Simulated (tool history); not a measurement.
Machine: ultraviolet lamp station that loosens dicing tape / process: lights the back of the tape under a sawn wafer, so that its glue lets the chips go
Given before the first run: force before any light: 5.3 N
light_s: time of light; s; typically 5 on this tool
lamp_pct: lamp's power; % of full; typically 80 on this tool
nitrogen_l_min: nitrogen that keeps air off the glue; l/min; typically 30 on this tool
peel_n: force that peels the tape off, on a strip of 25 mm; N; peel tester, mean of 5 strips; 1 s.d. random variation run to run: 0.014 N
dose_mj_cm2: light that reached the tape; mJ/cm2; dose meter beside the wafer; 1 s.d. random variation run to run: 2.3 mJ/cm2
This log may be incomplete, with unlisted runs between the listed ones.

{"run": 1, "hour": 0.0, "light_s": 5, "lamp_pct": 80, "nitrogen_l_min": 30, "peel_n": 0.668, "dose_mj_cm2": 226}
{"run": 2, "hour": 4.5, "light_s": 5, "lamp_pct": 80, "nitrogen_l_min": 30, "peel_n": 0.676, "dose_mj_cm2": 220}
{"run": 3, "hour": 9.7, "light_s": 5, "lamp_pct": 84, "nitrogen_l_min": 30, "peel_n": 0.629, "dose_mj_cm2": 234}
{"run": 4, "hour": 18.0, "light_s": 3, "lamp_pct": 80, "nitrogen_l_min": 30, "peel_n": 1.401, "dose_mj_cm2": 135}
{"run": 5, "hour": 23.7, "light_s": 3, "lamp_pct": 80, "nitrogen_l_min": 30, "peel_n": 1.401, "dose_mj_cm2": 132}
{"run": 6, "hour": 32.1, "light_s": 3, "lamp_pct": 80, "nitrogen_l_min": 30, "peel_n": 1.392, "dose_mj_cm2": 135}
{"run": 7, "hour": 37.1, "light_s": 3, "lamp_pct": 81, "nitrogen_l_min": 30, "peel_n": 1.359, "dose_mj_cm2": 136}
{"run": 8, "hour": 43.6, "light_s": 3, "lamp_pct": 81, "nitrogen_l_min": 30, "peel_n": 1.346, "dose_mj_cm2": 138}
{"run": 9, "hour": 47.5, "light_s": 3, "lamp_pct": 81, "nitrogen_l_min": 30, "peel_n": 1.357, "dose_mj_cm2": 134}
{"run": 10, "hour": 51.6, "light_s": 3, "lamp_pct": 81, "nitrogen_l_min": 30, "peel_n": 1.384, "dose_mj_cm2": 133}
{"run": 11, "hour": 55.8, "light_s": 3, "lamp_pct": 81, "nitrogen_l_min": 30, "peel_n": 1.402, "dose_mj_cm2": 135}
{"run": 12, "hour": 64.0, "light_s": 3, "lamp_pct": 81, "nitrogen_l_min": 30, "peel_n": 1.358, "dose_mj_cm2": 138}
{"run": 13, "hour": 69.1, "light_s": 7, "lamp_pct": 81, "nitrogen_l_min": 30, "peel_n": 0.375, "dose_mj_cm2": 315}
{"run": 14, "hour": 73.7, "light_s": 7, "lamp_pct": 81, "nitrogen_l_min": 30, "peel_n": 0.373, "dose_mj_cm2": 318}
{"run": 15, "hour": 82.0, "light_s": 5, "lamp_pct": 89, "nitrogen_l_min": 30, "peel_n": 0.576, "dose_mj_cm2": 245}
{"run": 16, "hour": 87.8, "light_s": 5, "lamp_pct": 89, "nitrogen_l_min": 30, "peel_n": 0.547, "dose_mj_cm2": 249}
{"run": 17, "hour": 92.7, "light_s": 5, "lamp_pct": 89, "nitrogen_l_min": 30, "peel_n": 0.54, "dose_mj_cm2": 247}
{"run": 18, "hour": 101.6, "light_s": 9, "lamp_pct": 69, "nitrogen_l_min": 19, "peel_n": 0.371, "dose_mj_cm2": 343}
{"run": 19, "hour": 109.2, "light_s": 9, "lamp_pct": 69, "nitrogen_l_min": 19, "peel_n": 0.381, "dose_mj_cm2": 348}
{"run": 20, "hour": 114.3, "light_s": 9, "lamp_pct": 69, "nitrogen_l_min": 19, "peel_n": 0.378, "dose_mj_cm2": 343}
{"run": 21, "hour": 121.3, "light_s": 3, "lamp_pct": 92, "nitrogen_l_min": 26, "peel_n": 1.257, "dose_mj_cm2": 153}
{"run": 22, "hour": 130.1, "light_s": 5, "lamp_pct": 80, "nitrogen_l_min": 9, "peel_n": 0.986, "dose_mj_cm2": 219}
{"run": 23, "hour": 134.5, "light_s": 5, "lamp_pct": 80, "nitrogen_l_min": 9, "peel_n": 1.015, "dose_mj_cm2": 223}
{"run": 24, "hour": 143.1, "light_s": 9, "lamp_pct": 94, "nitrogen_l_min": 12, "peel_n": 0.298, "dose_mj_cm2": 473}
{"run": 25, "hour": 150.7, "light_s": 9, "lamp_pct": 94, "nitrogen_l_min": 12, "peel_n": 0.287, "dose_mj_cm2": 469}
{"run": 26, "hour": 157.8, "light_s": 5, "lamp_pct": 76, "nitrogen_l_min": 58, "peel_n": 0.612, "dose_mj_cm2": 213}
{"run": 27, "hour": 164.0, "light_s": 4, "lamp_pct": 89, "nitrogen_l_min": 30, "peel_n": 0.772, "dose_mj_cm2": 199}
{"run": 28, "hour": 172.4, "light_s": 4, "lamp_pct": 89, "nitrogen_l_min": 30, "peel_n": 0.796, "dose_mj_cm2": 194}
{"run": 29, "hour": 178.0, "light_s": 4, "lamp_pct": 89, "nitrogen_l_min": 30, "peel_n": 0.837, "dose_mj_cm2": 197}
{"run": 30, "hour": 185.3, "light_s": 5, "lamp_pct": 81, "nitrogen_l_min": 24, "peel_n": 0.705, "dose_mj_cm2": 229}
{"run": 31, "hour": 189.1, "light_s": 5, "lamp_pct": 84, "nitrogen_l_min": 22, "peel_n": 0.693, "dose_mj_cm2": 233}
{"run": 32, "hour": 195.2, "light_s": 5, "lamp_pct": 81, "nitrogen_l_min": 11, "peel_n": 0.935, "dose_mj_cm2": 224}
{"run": 33, "hour": 204.1, "light_s": 7, "lamp_pct": 60, "nitrogen_l_min": 11, "peel_n": 0.909, "dose_mj_cm2": 233}

Put back what was entered between runs (1 entry, withheld): which listed runs does each sit between, and how does the hidden state differ from the listed run before to the listed run after?
Logged between run 25 and run 26: window cleaned of glue's vapour (hour 153.9)
  light that the window lets through, % of a clean one's: 99.9 -> 100

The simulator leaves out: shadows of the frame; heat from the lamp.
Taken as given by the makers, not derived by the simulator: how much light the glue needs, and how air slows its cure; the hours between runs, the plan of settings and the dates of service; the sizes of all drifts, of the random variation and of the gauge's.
